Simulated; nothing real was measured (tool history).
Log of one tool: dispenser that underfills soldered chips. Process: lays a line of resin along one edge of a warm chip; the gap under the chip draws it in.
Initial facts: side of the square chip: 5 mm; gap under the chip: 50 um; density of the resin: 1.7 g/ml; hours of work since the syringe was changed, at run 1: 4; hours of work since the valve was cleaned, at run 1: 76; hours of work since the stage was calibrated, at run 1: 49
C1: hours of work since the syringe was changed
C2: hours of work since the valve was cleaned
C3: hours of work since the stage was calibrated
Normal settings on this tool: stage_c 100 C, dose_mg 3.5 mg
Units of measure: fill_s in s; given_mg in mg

{"run": 1, "hour": 0.0, "stage_c": 100, "dose_mg": 3.5, "C1": 4, "C2": 76, "C3": 49, "fill_s": 25.5, "given_mg": 3.23}
{"run": 2, "hour": 5.3, "stage_c": 100, "dose_mg": 3.5, "C1": 7, "C2": 80, "C3": 53, "fill_s": 34.1, "given_mg": 3.27}
{"hour": 7.6, "done": "dispensing valve cleaned and set on the balance"}
{"hour": 8.9, "done": "new syringe of resin"}
{"run": 3, "hour": 11.7, "stage_c": 100, "dose_mg": 3.5, "C1": 2, "C2": 3, "C3": 56, "fill_s": 23.4, "given_mg": 3.48}
{"run": 4, "hour": 16.8, "stage_c": 100, "dose_mg": 4.08, "C1": 6, "C2": 6, "C3": 60, "fill_s": 29.8, "given_mg": 4.02}
{"hour": 21.8, "done": "new syringe of resin"}
{"run": 5, "hour": 21.9, "stage_c": 100, "dose_mg": 3.5, "C1": 0, "C2": 10, "C3": 64, "fill_s": 20.1, "given_mg": 3.46}
{"run": 6, "hour": 26.1, "stage_c": 100, "dose_mg": 3.5, "C1": 3, "C2": 13, "C3": 67, "fill_s": 24.5, "given_mg": 3.45}
{"run": 7, "hour": 30.4, "stage_c": 88, "dose_mg": 3.52, "C1": 6, "C2": 16, "C3": 70, "fill_s": 43.7, "given_mg": 3.47}
{"run": 8, "hour": 33.3, "stage_c": 103, "dose_mg": 3.88, "C1": 8, "C2": 18, "C3": 72, "fill_s": 33, "given_mg": 3.78}
{"hour": 34.9, "done": "new syringe of resin"}
{"run": 9, "hour": 38.2, "stage_c": 107, "dose_mg": 4.21, "C1": 2, "C2": 22, "C3": 75, "fill_s": 19.3, "given_mg": 4.11}
{"run": 10, "hour": 41.7, "stage_c": 100, "dose_mg": 3.91, "C1": 5, "C2": 24, "C3": 78, "fill_s": 27.5, "given_mg": 3.81}
{"run": 11, "hour": 46.8, "stage_c": 91, "dose_mg": 4.18, "C1": 9, "C2": 28, "C3": 82, "fill_s": 48.3, "given_mg": 4.05}

Results per run with the tool's hidden condition removed, run-to-run variation unchanged:
Hidden conditions of the tool in this case: resin's viscosity, % of fresh resin's; dose that the valve gives, % of what is set; true chip temperature over the reading, C; drift of the gauge itself on fill_s, %; drift of the gauge itself on given_mg, %.
run=1 fill_s=19.7 given_mg=3.48
run=2 fill_s=20.1 given_mg=3.53
run=3 fill_s=20.7 given_mg=3.5
run=4 fill_s=20.4 given_mg=4.05
run=5 fill_s=20.3 given_mg=3.5
run=6 fill_s=19.8 given_mg=3.5
run=7 fill_s=28.6 given_mg=3.53
run=8 fill_s=18.7 given_mg=3.86
run=9 fill_s=16.1 given_mg=4.21
run=10 fill_s=19.1 given_mg=3.91
run=11 fill_s=26.2 given_mg=4.17
